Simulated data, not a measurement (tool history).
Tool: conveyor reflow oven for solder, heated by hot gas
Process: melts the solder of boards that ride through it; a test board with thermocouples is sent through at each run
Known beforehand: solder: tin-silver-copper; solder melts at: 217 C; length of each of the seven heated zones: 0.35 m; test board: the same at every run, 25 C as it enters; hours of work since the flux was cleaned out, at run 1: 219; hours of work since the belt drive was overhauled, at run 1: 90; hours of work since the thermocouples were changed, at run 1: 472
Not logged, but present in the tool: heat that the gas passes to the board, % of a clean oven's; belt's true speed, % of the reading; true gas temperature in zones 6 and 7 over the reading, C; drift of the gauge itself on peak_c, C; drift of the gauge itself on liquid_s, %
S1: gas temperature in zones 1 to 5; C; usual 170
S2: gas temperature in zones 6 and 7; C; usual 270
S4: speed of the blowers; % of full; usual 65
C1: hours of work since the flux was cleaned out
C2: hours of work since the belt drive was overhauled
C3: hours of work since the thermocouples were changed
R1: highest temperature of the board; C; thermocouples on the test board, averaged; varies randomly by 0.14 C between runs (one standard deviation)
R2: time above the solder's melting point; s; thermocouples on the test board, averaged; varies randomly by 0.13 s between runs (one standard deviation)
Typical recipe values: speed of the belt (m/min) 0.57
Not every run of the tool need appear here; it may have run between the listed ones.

Run 1, day 0: usual settings; C1 219; C2 90; C3 472. Result: R1 252.4 C, R2 54 s.
Run 2, day 0.35: usual settings; C1 222; C2 94; C3 475. Result: R1 252.1 C, R2 54 s.
Run 3, day 0.662: usual settings; C1 225; C2 97; C3 478. Result: R1 252.2 C, R2 54.2 s.
Run 4, day 0.962: usual settings but speed of the belt (m/min) 0.584; C1 228; C2 100; C3 481. Result: R1 251.4 C, R2 52 s.
Run 5, day 1.258: usual settings but S1 156 C, speed of the belt (m/min) 0.584; C1 231; C2 103; C3 484. Result: R1 248.9 C, R2 46.1 s.
Run 6, day 1.717: usual settings but S1 156 C, speed of the belt (m/min) 0.584; C1 236; C2 108; C3 489. Result: R1 248.8 C, R2 45.9 s.
Run 7, day 2.046: usual settings but S1 156 C, speed of the belt (m/min) 0.584; C1 239; C2 111; C3 492. Result: R1 249 C, R2 45.7 s.
Run 8, day 2.371: usual settings but S1 156 C, speed of the belt (m/min) 0.584; C1 243; C2 114; C3 496. Result: R1 249 C, R2 45.9 s.
Run 9, day 2.638: usual settings but S1 156 C, speed of the belt (m/min) 0.584; C1 245; C2 117; C3 498. Result: R1 248.9 C, R2 45.9 s.
Run 10, day 2.958: usual settings but S1 156 C, speed of the belt (m/min) 0.584; C1 249; C2 120; C3 502. Result: R1 248.8 C, R2 45.8 s.
Run 11, day 3.342: usual settings but S1 156 C, speed of the belt (m/min) 0.584; C1 253; C2 124; C3 506. Result: R1 249 C, R2 45.7 s.
Run 12, day 3.729: usual settings but S1 175 C, S4 72 % of full; C1 257; C2 128; C3 510. Result: R1 254.5 C, R2 57.5 s.
Run 13, day 4.196: usual settings but S1 175 C, S4 72 % of full; C1 261; C2 133; C3 514. Result: R1 254.6 C, R2 57.7 s.
At day 4.412: belt drive overhauled, speed set with a stopwatch.
Run 14, day 4.762: usual settings but speed of the belt (m/min) 0.523, S4 70 % of full; C1 265; C2 4; C3 518. Result: R1 255.8 C, R2 62.3 s.
Run 15, day 5.167: usual settings but S1 158 C, S2 282 C, S4 52 % of full; C1 269; C2 8; C3 522. Result: R1 256.4 C, R2 52.2 s.
Run 16, day 5.412: usual settings but S2 262 C; C1 272; C2 10; C3 525. Result: R1 244.9 C, R2 48.4 s.
Run 17, day 5.858: usual settings but S1 172 C, S2 263 C; C1 276; C2 15; C3 529. Result: R1 246.3 C, R2 50.2 s.
Run 18, day 6.121: usual settings but S1 161 C; C1 279; C2 17; C3 532. Result: R1 250.6 C, R2 49.8 s.
Run 19, day 6.671: usual settings but speed of the belt (m/min) 0.548, S4 89 % of full; C1 285; C2 23; C3 538. Result: R1 257.4 C, R2 61.1 s.
At day 7.179: belt drive overhauled, speed set with a stopwatch, once more.
Run 20, day 7.262: usual settings but speed of the belt (m/min) 0.548, S4 89 % of full; C1 289; C2 1; C3 542. Result: R1 257.3 C, R2 61 s.
Run 21, day 7.683: usual settings but S1 166 C, S2 281 C, speed of the belt (m/min) 0.67, S4 58 % of full; C1 293; C2 5; C3 546. Result: R1 252.1 C, R2 43.2 s.

Branching from run 21: 4 alternative next runs. What would each branch give?
Run A, day 8.162: usual settings but speed of the belt (m/min) 0.562, S4 55 % of full; C1 298; C2 10; C3 551. Result: R1 ?, R2 ?.
Run B, day 8.162: usual settings but S1 166 C, S2 279 C, speed of the belt (m/min) 0.67, S4 58 % of full; C1 298; C2 10; C3 551. Result: R1 ?, R2 ?.
Run C, day 8.162: usual settings but S2 281 C, S4 59 % of full; C1 298; C2 10; C3 551. Result: R1 ?, R2 ?.
Run D, day 8.162: usual settings but S2 268 C, speed of the belt (m/min) 0.675, S4 73 % of full; C1 298; C2 10; C3 551. Result: R1 ?, R2 ?.

run     R1    R2
  A  249.6  52.1
  B    250  41.9
  C  260.1  58.6
  D  246.4  40.9
Stripped of hidden state, with their random variation kept, the same runs would have yielded:
run     R1    R2
  A  252.3  54.3
  B    253  44.1
  C  262.9  60.4
  D  249.4  43.2
